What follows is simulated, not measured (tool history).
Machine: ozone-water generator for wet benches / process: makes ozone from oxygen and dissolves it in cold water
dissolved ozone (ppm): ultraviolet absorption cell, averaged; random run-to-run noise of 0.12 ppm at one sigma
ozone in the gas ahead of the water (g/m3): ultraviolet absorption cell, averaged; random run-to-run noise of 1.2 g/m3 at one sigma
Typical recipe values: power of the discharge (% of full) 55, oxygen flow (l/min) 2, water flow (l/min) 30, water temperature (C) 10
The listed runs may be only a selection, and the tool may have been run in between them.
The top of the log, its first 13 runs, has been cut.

run,hour,power of the discharge (% of full),oxygen flow (l/min),water flow (l/min),water temperature (C),dissolved ozone (ppm),ozone in the gas ahead of the water (g/m3)
14,889.2,55,1.15,30,10,7.4,297.2
15,953,55,1.15,30,10,7.4,297.1
16,1053.5,55,2,30,10,9,218.3
17,1138.7,55,2,30,10,9,219.6
# hour 1147.3: water thermometer calibrated
18,1246.3,55,2,30,10,8.7,218.5
19,1310.4,55,2,19,12,13.8,216.8
20,1397.8,97,2,30,15,13.7,335.9
21,1468.8,76,2,19,10,18.6,280.6
22,1516.2,55,2,22,16,11.6,216.5
23,1564.2,63,2,30,10,10,241
# hour 1612.8: water thermometer calibrated, once more
24,1620.5,63,2,30,10,9.8,241.9
25,1722.7,55,2,30,10,8.7,217
26,1821.6,49,2,30,16,7.7,197.3
27,1884.9,59,1.92,30,10,9.4,232.5
28,1947.5,55,2,36,12,7.1,213.5
29,2049.7,55,2,36,12,7.1,215.5
30,2126.3,55,2,36,12,7.1,214.3
31,2232.1,55,2,36,12,7.1,213.5
32,2295,55,2,36,12,7,215.1
33,2392.4,55,2,36,12,7.2,215.1

Here are 3 independent what-if runs from the current tool condition. What would each one return?
A,2500.7,55,3.19,39,10,?,?
B,2500.7,74,1.84,36,12,?,?
C,2500.7,84,1.75,30,10,?,?

run,dissolved ozone (ppm),ozone in the gas ahead of the water (g/m3)
A,7.4,164.4
B,8.6,282
C,11.5,316.9
With no hidden state in the tool, these same runs would have given:
run,dissolved ozone (ppm),ozone in the gas ahead of the water (g/m3)
A,8.4,174.4
B,9.9,304.5
C,13.3,344.8
